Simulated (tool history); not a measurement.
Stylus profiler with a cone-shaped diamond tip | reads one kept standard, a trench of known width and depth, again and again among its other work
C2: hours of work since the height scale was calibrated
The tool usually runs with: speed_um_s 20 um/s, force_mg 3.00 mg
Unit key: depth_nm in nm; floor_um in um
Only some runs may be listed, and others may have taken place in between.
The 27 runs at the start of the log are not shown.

{"run": 28, "hour": 289.2, "speed_um_s": 8, "force_mg": 3.25, "scans with this tip": 2618, "C2": 426, "depth_nm": 100.51, "floor_um": 48.64}
{"run": 29, "hour": 301.1, "speed_um_s": 66, "force_mg": 2.09, "scans with this tip": 2655, "C2": 432, "depth_nm": 100.39, "floor_um": 48.27}
{"run": 30, "hour": 308.4, "speed_um_s": 66, "force_mg": 2.09, "scans with this tip": 2678, "C2": 435, "depth_nm": 100.36, "floor_um": 48.33}
{"run": 31, "hour": 321.8, "speed_um_s": 37, "force_mg": 4.85, "scans with this tip": 2720, "C2": 442, "depth_nm": 100.77, "floor_um": 48.48}
{"run": 32, "hour": 333.1, "speed_um_s": 37, "force_mg": 4.85, "scans with this tip": 2756, "C2": 448, "depth_nm": 100.77, "floor_um": 48.55}
{"hour": 334.5, "done": "height scale calibrated on a step standard"}
{"run": 33, "hour": 343.2, "speed_um_s": 7, "force_mg": 4.47, "scans with this tip": 2786, "C2": 4, "depth_nm": 100.75, "floor_um": 48.53}
{"run": 34, "hour": 354.3, "speed_um_s": 7, "force_mg": 4.47, "scans with this tip": 2821, "C2": 10, "depth_nm": 100.7, "floor_um": 48.65}
{"run": 35, "hour": 362.7, "speed_um_s": 8, "force_mg": 3.0, "scans with this tip": 2847, "C2": 14, "depth_nm": 100.53, "floor_um": 48.61}
{"hour": 371.0, "done": "height scale calibrated on a step standard, once more"}
{"run": 36, "hour": 377.5, "speed_um_s": 7, "force_mg": 5.66, "scans with this tip": 2892, "C2": 3, "depth_nm": 101.0, "floor_um": 48.56}
{"run": 37, "hour": 383.5, "speed_um_s": 74, "force_mg": 6.21, "scans with this tip": 2911, "C2": 6, "depth_nm": 101.06, "floor_um": 48.39}
{"run": 38, "hour": 393.8, "speed_um_s": 5, "force_mg": 2.42, "scans with this tip": 2944, "C2": 12, "depth_nm": 100.52, "floor_um": 48.61}
{"run": 39, "hour": 406.5, "speed_um_s": 15, "force_mg": 1.29, "scans with this tip": 2984, "C2": 18, "depth_nm": 100.37, "floor_um": 48.62}
{"run": 40, "hour": 419.6, "speed_um_s": 6, "force_mg": 1.29, "scans with this tip": 3025, "C2": 25, "depth_nm": 100.38, "floor_um": 48.61}

The next listed run, before its measurement:
{"run": 41, "hour": 426.1, "speed_um_s": 26, "force_mg": 1.29, "scans with this tip": 3045, "C2": 28, "depth_nm": "?", "floor_um": "?"}

{"run 41": {"depth_nm": 100.36, "floor_um": 48.44}}
Minus the tool's unlogged condition, the same run would have read depth_nm 100.37 nm, floor_um 48.58 um.

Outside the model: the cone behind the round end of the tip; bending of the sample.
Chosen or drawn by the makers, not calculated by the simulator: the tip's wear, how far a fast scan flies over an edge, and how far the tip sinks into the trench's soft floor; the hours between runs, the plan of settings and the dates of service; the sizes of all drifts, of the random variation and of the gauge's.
